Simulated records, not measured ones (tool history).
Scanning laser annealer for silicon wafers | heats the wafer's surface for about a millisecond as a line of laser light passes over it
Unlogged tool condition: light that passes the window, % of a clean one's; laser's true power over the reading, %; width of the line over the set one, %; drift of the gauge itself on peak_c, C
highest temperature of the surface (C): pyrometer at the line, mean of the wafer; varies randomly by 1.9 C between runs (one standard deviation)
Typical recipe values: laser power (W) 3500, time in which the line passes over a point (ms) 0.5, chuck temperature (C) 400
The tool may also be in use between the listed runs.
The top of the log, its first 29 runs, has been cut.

run	hour	laser power (W)	time in which the line passes over a point (ms)	chuck temperature (C)	hours of work since the window was cleaned	hours of work since the power meter was calibrated	hours of work since the optics were aligned	highest temperature of the surface (C)
30	471.3	3411	0.368	422	537	458	164	1042
31	489.5	3448	0.466	408	551	472	178	1124
32	505.7	3471	0.591	413	564	485	191	1236
33	522.5	3028	0.591	413	577	498	204	1102
34	532.2	3028	0.591	413	584	505	211	1103
35	542.8	3028	0.591	413	593	514	220	1101
36	552	3783	0.457	413	600	521	227	1208
37	561.1	3662	0.5	400	607	528	234	1204
38	573.5	3674	0.355	400	616	538	244	1070
39	587	3674	0.355	400	627	548	254	1069
40	595.7	3507	0.458	369	634	555	261	1095
41	611.3	3507	0.458	369	646	567	273	1092

Branching from run 41: 3 alternative next runs. What would each branch give?
A	629.7	3500	0.5	408	660	581	287	?
B	629.7	3132	0.455	423	660	581	287	?
C	629.7	3031	0.519	369	660	581	287	?

run	highest temperature of the surface (C)
A	1163
B	1049
C	1010
Without the tool's hidden state the same runs would have given:
run	highest temperature of the surface (C)
A	1163
B	1049
C	1011
